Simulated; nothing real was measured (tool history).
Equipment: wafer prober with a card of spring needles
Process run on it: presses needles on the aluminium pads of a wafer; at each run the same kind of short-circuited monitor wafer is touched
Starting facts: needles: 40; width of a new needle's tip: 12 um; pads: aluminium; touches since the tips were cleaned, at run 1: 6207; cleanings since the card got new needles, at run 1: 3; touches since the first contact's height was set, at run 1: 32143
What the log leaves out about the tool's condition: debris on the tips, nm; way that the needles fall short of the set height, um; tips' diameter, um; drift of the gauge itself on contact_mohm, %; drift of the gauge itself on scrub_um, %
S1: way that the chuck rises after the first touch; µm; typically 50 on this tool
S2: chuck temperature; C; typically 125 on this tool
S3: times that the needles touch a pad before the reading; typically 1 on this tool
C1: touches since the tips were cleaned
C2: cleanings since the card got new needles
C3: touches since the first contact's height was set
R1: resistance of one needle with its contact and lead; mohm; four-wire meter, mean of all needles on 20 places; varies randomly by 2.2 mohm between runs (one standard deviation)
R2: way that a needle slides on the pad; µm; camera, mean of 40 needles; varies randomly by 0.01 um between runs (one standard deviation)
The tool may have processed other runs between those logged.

run   hour  S1   S2  S3    C1  C2     C3   R1     R2
  1      0  50  125   1  6207   3  32143  290   9.24
       2.9  -- tips cleaned on abrasive film
  2    9.2  50  125   1  2586   4  35909  274  9.228
      20.7  -- tips cleaned on abrasive film
  3   20.8  50  125   2    39   5  40683  250  9.221
      38.1  -- tips cleaned on abrasive film
  4   38.6  50  125   2   241   6  48052  252   9.21
      55.4  -- tips cleaned on abrasive film
  5     57  50  125   2   674   7  55646  255  9.194
      73.3  -- tips cleaned on abrasive film
  6   75.5  50  125   2   912   8  63291  260  9.192
  7   87.9  50  125   2  6035   8  68414  275  9.178
      90.7  -- tips cleaned on abrasive film
  8   98.3  50  125   2  3128   9  72680  267  9.174
     108.6  -- tips cleaned on abrasive film
  9  113.8  44   97   1  2158  10  79098  279  8.058
 10  125.5  50   71   2  6994  10  83934  258  9.157
     126.9  -- tips cleaned on abrasive film
 11  142.8  50   71   1  6604  11  91089  282  9.167
     144.3  -- tips cleaned on abrasive film
     149.6  -- height of the first contact set anew
 12  161.1  50   71   1  6862  12   4798  278  9.256

What if the next run were any one of these 4? Each begins from the tool's condition after run 12:
     162.2  -- tips cleaned on abrasive film
  A  170.7  31  125   1  3501  13  8718   ?   ?
     162.2  -- tips cleaned on abrasive film
  B  170.7  50   50   1  3501  13  8718   ?   ?
     162.2  -- tips cleaned on abrasive film
  C  170.7  56   89   1  3501  13  8718   ?   ?
     162.2  -- tips cleaned on abrasive film
  D  170.7  50   28   1  3501  13  8718   ?   ?

run   R1      R2
  A  331   5.732
  B  271   9.267
  C  270  10.351
  D  270   9.256
With no hidden state in the tool, these same runs would have given:
run   R1      R2
  A  253   5.739
  B  230   9.274
  C  238  10.358
  D  227   9.263
